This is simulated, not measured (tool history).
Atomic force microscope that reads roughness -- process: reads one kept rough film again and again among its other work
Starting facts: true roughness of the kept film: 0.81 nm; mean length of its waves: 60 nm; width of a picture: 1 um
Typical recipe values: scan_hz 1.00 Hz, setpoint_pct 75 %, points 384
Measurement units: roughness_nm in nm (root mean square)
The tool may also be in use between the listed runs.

Run 1, hour 0.0: usual settings. Result: roughness_nm 0.7804 nm (root mean square).
Run 2, hour 7.8: usual settings. Result: roughness_nm 0.7783 nm (root mean square).
Run 3, hour 24.6: usual settings. Result: roughness_nm 0.7765 nm (root mean square).
Run 4, hour 41.6: usual settings. Result: roughness_nm 0.7734 nm (root mean square).
At hour 43.8: new tip fitted.
Run 5, hour 50.5: usual settings. Result: roughness_nm 0.7794 nm (root mean square).
Run 6, hour 60.8: usual settings. Result: roughness_nm 0.7774 nm (root mean square).
Run 7, hour 80.1: usual settings. Result: roughness_nm 0.7751 nm (root mean square).
At hour 96.6: new tip fitted.
Run 8, hour 96.9: usual settings but scan_hz 1.20 Hz. Result: roughness_nm 0.7740 nm (root mean square).
Run 9, hour 110.8: usual settings but scan_hz 1.54 Hz. Result: roughness_nm 0.7659 nm (root mean square).
Run 10, hour 119.9: usual settings but scan_hz 1.54 Hz, setpoint_pct 66 %. Result: roughness_nm 0.7803 nm (root mean square).
Run 11, hour 127.8: usual settings. Result: roughness_nm 0.7771 nm (root mean square).
Run 12, hour 139.7: usual settings. Result: roughness_nm 0.7742 nm (root mean square).
At hour 149.7: new tip fitted.
Run 13, hour 150.4: usual settings. Result: roughness_nm 0.7796 nm (root mean square).
Run 14, hour 168.0: usual settings but setpoint_pct 72 %. Result: roughness_nm 0.7819 nm (root mean square).
Run 15, hour 176.2: usual settings but setpoint_pct 72 %. Result: roughness_nm 0.7805 nm (root mean square).
Run 16, hour 195.4: usual settings but scan_hz 0.95 Hz. Result: roughness_nm 0.7762 nm (root mean square).
At hour 203.4: new tip fitted.
Run 17, hour 206.5: usual settings but scan_hz 0.95 Hz. Result: roughness_nm 0.7799 nm (root mean square).
Run 18, hour 218.0: usual settings but scan_hz 0.95 Hz. Result: roughness_nm 0.7796 nm (root mean square).
Run 19, hour 235.8: usual settings. Result: roughness_nm 0.7768 nm (root mean square).
Run 20, hour 248.3: usual settings but scan_hz 2.34 Hz, setpoint_pct 79 %, points 575. Result: roughness_nm 0.7337 nm (root mean square).
At hour 255.9: new tip fitted.
Run 21, hour 264.8: usual settings but scan_hz 2.34 Hz, setpoint_pct 79 %, points 575. Result: roughness_nm 0.7381 nm (root mean square).
Run 22, hour 283.6: usual settings but scan_hz 2.34 Hz, setpoint_pct 89 %, points 456. Result: roughness_nm 0.6989 nm (root mean square).
Run 23, hour 297.8: usual settings but scan_hz 2.34 Hz, setpoint_pct 89 %, points 456. Result: roughness_nm 0.6977 nm (root mean square).
At hour 300.7: height scale calibrated on a step standard.
Run 24, hour 307.6: usual settings but scan_hz 2.34 Hz, setpoint_pct 89 %, points 456. Result: roughness_nm 0.6969 nm (root mean square).
At hour 309.4: new tip fitted.
Run 25, hour 320.9: usual settings but scan_hz 2.34 Hz, setpoint_pct 89 %, points 456. Result: roughness_nm 0.6985 nm (root mean square).
Run 26, hour 330.9: usual settings but scan_hz 2.34 Hz, setpoint_pct 89 %, points 456. Result: roughness_nm 0.6983 nm (root mean square).
Run 27, hour 344.1: usual settings but scan_hz 2.34 Hz, setpoint_pct 89 %, points 456. Result: roughness_nm 0.6980 nm (root mean square).
At hour 362.1: height scale calibrated on a step standard, once more.
At hour 362.6: new tip fitted.
Run 28, hour 362.6: usual settings but scan_hz 2.34 Hz, setpoint_pct 89 %, points 456. Result: roughness_nm 0.7022 nm (root mean square).
Run 29, hour 378.9: usual settings but scan_hz 1.44 Hz, setpoint_pct 89 %, points 456. Result: roughness_nm 0.7364 nm (root mean square).
Run 30, hour 393.0: usual settings but scan_hz 1.44 Hz, setpoint_pct 89 %, points 456. Result: roughness_nm 0.7356 nm (root mean square).
Run 31, hour 402.8: usual settings but scan_hz 1.44 Hz, setpoint_pct 89 %, points 456. Result: roughness_nm 0.7357 nm (root mean square).
At hour 414.9: new tip fitted.
Run 32, hour 420.3: usual settings but scan_hz 1.19 Hz, setpoint_pct 84 %, points 719. Result: roughness_nm 0.7613 nm (root mean square).
Run 33, hour 438.2: usual settings but scan_hz 1.19 Hz, setpoint_pct 84 %, points 719. Result: roughness_nm 0.7577 nm (root mean square).
Run 34, hour 457.6: usual settings but scan_hz 3.75 Hz, setpoint_pct 84 %, points 719. Result: roughness_nm 0.6747 nm (root mean square).
At hour 467.4: new tip fitted.
Run 35, hour 468.6: usual settings but scan_hz 2.63 Hz, setpoint_pct 64 %, points 719. Result: roughness_nm 0.7722 nm (root mean square).
Run 36, hour 486.7: usual settings but scan_hz 2.70 Hz, setpoint_pct 87 %, points 451. Result: roughness_nm 0.6960 nm (root mean square).
Run 37, hour 498.1: usual settings but setpoint_pct 84 %. Result: roughness_nm 0.7648 nm (root mean square).
Run 38, hour 508.9: usual settings but scan_hz 3.14 Hz, setpoint_pct 66 %, points 361. Result: roughness_nm 0.7564 nm (root mean square).

Forecast each of these 5 alternatives for the next run:
At hour 520.6: new tip fitted.
Run A, hour 528.6: usual settings but scan_hz 1.78 Hz, setpoint_pct 79 %, points 361. Result: roughness_nm ?.
At hour 520.6: new tip fitted.
Run B, hour 528.6: usual settings but scan_hz 3.87 Hz, points 624. Result: roughness_nm ?.
At hour 520.6: new tip fitted.
Run C, hour 528.6: usual settings but scan_hz 1.45 Hz, setpoint_pct 67 %, points 361. Result: roughness_nm ?.
At hour 520.6: new tip fitted.
Run D, hour 528.6: usual settings but scan_hz 0.97 Hz, setpoint_pct 66 %, points 344. Result: roughness_nm ?.
At hour 520.6: new tip fitted.
Run E, hour 528.6: usual settings but scan_hz 2.96 Hz, points 371. Result: roughness_nm ?.

run  roughness_nm
  A        0.7524
  B        0.7179
  C        0.7809
  D        0.7887
  E        0.7351
Stripped of hidden state, with their random variation kept, the same runs would have yielded:
run  roughness_nm
  A        0.7532
  B        0.7187
  C        0.7818
  D        0.7895
  E        0.7359

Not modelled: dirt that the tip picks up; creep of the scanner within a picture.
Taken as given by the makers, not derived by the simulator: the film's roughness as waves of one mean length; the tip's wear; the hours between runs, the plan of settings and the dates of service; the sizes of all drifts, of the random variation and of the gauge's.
